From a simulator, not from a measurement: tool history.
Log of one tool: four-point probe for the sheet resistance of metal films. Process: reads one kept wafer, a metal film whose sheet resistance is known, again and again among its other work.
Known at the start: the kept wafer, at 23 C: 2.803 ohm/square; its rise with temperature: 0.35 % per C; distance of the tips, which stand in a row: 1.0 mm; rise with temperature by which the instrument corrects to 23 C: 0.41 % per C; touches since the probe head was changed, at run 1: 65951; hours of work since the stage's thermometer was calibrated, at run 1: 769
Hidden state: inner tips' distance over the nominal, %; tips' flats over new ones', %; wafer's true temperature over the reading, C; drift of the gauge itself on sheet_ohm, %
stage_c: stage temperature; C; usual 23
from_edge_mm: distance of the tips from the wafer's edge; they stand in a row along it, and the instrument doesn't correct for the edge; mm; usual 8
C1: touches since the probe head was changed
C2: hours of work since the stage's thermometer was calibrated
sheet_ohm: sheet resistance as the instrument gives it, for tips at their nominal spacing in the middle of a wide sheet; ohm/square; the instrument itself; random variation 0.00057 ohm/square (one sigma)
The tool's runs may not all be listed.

{"run": 1, "day": 0.0, "stage_c": 23, "from_edge_mm": 8, "C1": 65951, "C2": 769, "sheet_ohm": 2.82668}
{"run": 2, "day": 2.55, "stage_c": 23, "from_edge_mm": 8, "C1": 67334, "C2": 804, "sheet_ohm": 2.826073}
{"run": 3, "day": 5.538, "stage_c": 23, "from_edge_mm": 47, "C1": 68954, "C2": 846, "sheet_ohm": 2.804308}
{"run": 4, "day": 7.138, "stage_c": 29, "from_edge_mm": 8, "C1": 69819, "C2": 868, "sheet_ohm": 2.816531}
{"run": 5, "day": 8.938, "stage_c": 23, "from_edge_mm": 8, "C1": 70797, "C2": 892, "sheet_ohm": 2.82798}
{"run": 6, "day": 11.846, "stage_c": 27, "from_edge_mm": 8, "C1": 72372, "C2": 932, "sheet_ohm": 2.819536}
{"run": 7, "day": 14.358, "stage_c": 23, "from_edge_mm": 32, "C1": 73735, "C2": 967, "sheet_ohm": 2.804085}
{"run": 8, "day": 17.021, "stage_c": 23, "from_edge_mm": 32, "C1": 75178, "C2": 1004, "sheet_ohm": 2.804643}
{"run": 9, "day": 18.979, "stage_c": 23, "from_edge_mm": 32, "C1": 76240, "C2": 1031, "sheet_ohm": 2.804735}
{"run": 10, "day": 21.612, "stage_c": 23, "from_edge_mm": 32, "C1": 77668, "C2": 1067, "sheet_ohm": 2.804794}
{"run": 11, "day": 23.562, "stage_c": 23, "from_edge_mm": 32, "C1": 78725, "C2": 1094, "sheet_ohm": 2.80622}
{"run": 12, "day": 26.85, "stage_c": 23, "from_edge_mm": 46, "C1": 80506, "C2": 1139, "sheet_ohm": 2.804587}
{"run": 13, "day": 29.9, "stage_c": 23, "from_edge_mm": 4, "C1": 82159, "C2": 1181, "sheet_ohm": 2.894304}
{"run": 14, "day": 31.242, "stage_c": 23, "from_edge_mm": 4, "C1": 82887, "C2": 1200, "sheet_ohm": 2.894282}
{"run": 15, "day": 34.346, "stage_c": 23, "from_edge_mm": 18, "C1": 84568, "C2": 1242, "sheet_ohm": 2.807132}
{"run": 16, "day": 37.583, "stage_c": 23, "from_edge_mm": 18, "C1": 86324, "C2": 1287, "sheet_ohm": 2.808083}
{"run": 17, "day": 39.775, "stage_c": 23, "from_edge_mm": 18, "C1": 87511, "C2": 1317, "sheet_ohm": 2.807201}
{"run": 18, "day": 42.229, "stage_c": 23, "from_edge_mm": 14, "C1": 88842, "C2": 1351, "sheet_ohm": 2.810687}
{"run": 19, "day": 43.9, "stage_c": 23, "from_edge_mm": 14, "C1": 89749, "C2": 1374, "sheet_ohm": 2.810946}
{"run": 20, "day": 45.588, "stage_c": 23, "from_edge_mm": 14, "C1": 90663, "C2": 1397, "sheet_ohm": 2.809418}
{"run": 21, "day": 48.754, "stage_c": 23, "from_edge_mm": 14, "C1": 92378, "C2": 1441, "sheet_ohm": 2.810724}
{"day": 51.021, "done": "stage's thermometer calibrated"}
{"run": 22, "day": 51.35, "stage_c": 23, "from_edge_mm": 14, "C1": 93775, "C2": 5, "sheet_ohm": 2.809144}
{"run": 23, "day": 53.838, "stage_c": 23, "from_edge_mm": 14, "C1": 95123, "C2": 39, "sheet_ohm": 2.810575}
{"run": 24, "day": 56.379, "stage_c": 35, "from_edge_mm": 8, "C1": 96502, "C2": 74, "sheet_ohm": 2.806938}
{"run": 25, "day": 58.917, "stage_c": 35, "from_edge_mm": 8, "C1": 97877, "C2": 109, "sheet_ohm": 2.806328}
{"run": 26, "day": 61.708, "stage_c": 34, "from_edge_mm": 18, "C1": 99390, "C2": 147, "sheet_ohm": 2.789515}
{"run": 27, "day": 64.742, "stage_c": 26, "from_edge_mm": 19, "C1": 101033, "C2": 189, "sheet_ohm": 2.801374}
{"run": 28, "day": 67.133, "stage_c": 32, "from_edge_mm": 5, "C1": 102332, "C2": 222, "sheet_ohm": 2.848044}
{"run": 29, "day": 69.262, "stage_c": 22, "from_edge_mm": 5, "C1": 103486, "C2": 251, "sheet_ohm": 2.863091}
{"run": 30, "day": 70.708, "stage_c": 22, "from_edge_mm": 41, "C1": 104269, "C2": 271, "sheet_ohm": 2.806692}
{"run": 31, "day": 73.467, "stage_c": 28, "from_edge_mm": 5, "C1": 105765, "C2": 309, "sheet_ohm": 2.85475}
{"run": 32, "day": 76.067, "stage_c": 28, "from_edge_mm": 4, "C1": 107173, "C2": 345, "sheet_ohm": 2.885653}
{"run": 33, "day": 79.15, "stage_c": 28, "from_edge_mm": 4, "C1": 108844, "C2": 387, "sheet_ohm": 2.885631}
{"run": 34, "day": 80.775, "stage_c": 28, "from_edge_mm": 4, "C1": 109726, "C2": 410, "sheet_ohm": 2.885765}
{"run": 35, "day": 82.425, "stage_c": 35, "from_edge_mm": 8, "C1": 110620, "C2": 432, "sheet_ohm": 2.807949}
{"run": 36, "day": 84.425, "stage_c": 35, "from_edge_mm": 8, "C1": 111705, "C2": 460, "sheet_ohm": 2.807004}

Forecast each of these 4 alternatives for the next run:
{"run": "A", "day": 87.025, "stage_c": 25, "from_edge_mm": 36, "C1": 113114, "C2": 496, "sheet_ohm": "?"}
{"run": "B", "day": 87.025, "stage_c": 22, "from_edge_mm": 8, "C1": 113114, "C2": 496, "sheet_ohm": "?"}
{"run": "C", "day": 87.025, "stage_c": 30, "from_edge_mm": 4, "C1": 113114, "C2": 496, "sheet_ohm": "?"}
{"run": "D", "day": 87.025, "stage_c": 23, "from_edge_mm": 14, "C1": 113114, "C2": 496, "sheet_ohm": "?"}

run=A sheet_ohm=2.800859
run=B sheet_ohm=2.828192
run=C sheet_ohm=2.882919
run=D sheet_ohm=2.811326
Without the tool's hidden state the same runs would have given:
run=A sheet_ohm=2.800809
run=B sheet_ohm=2.828142
run=C sheet_ohm=2.882868
run=D sheet_ohm=2.811275
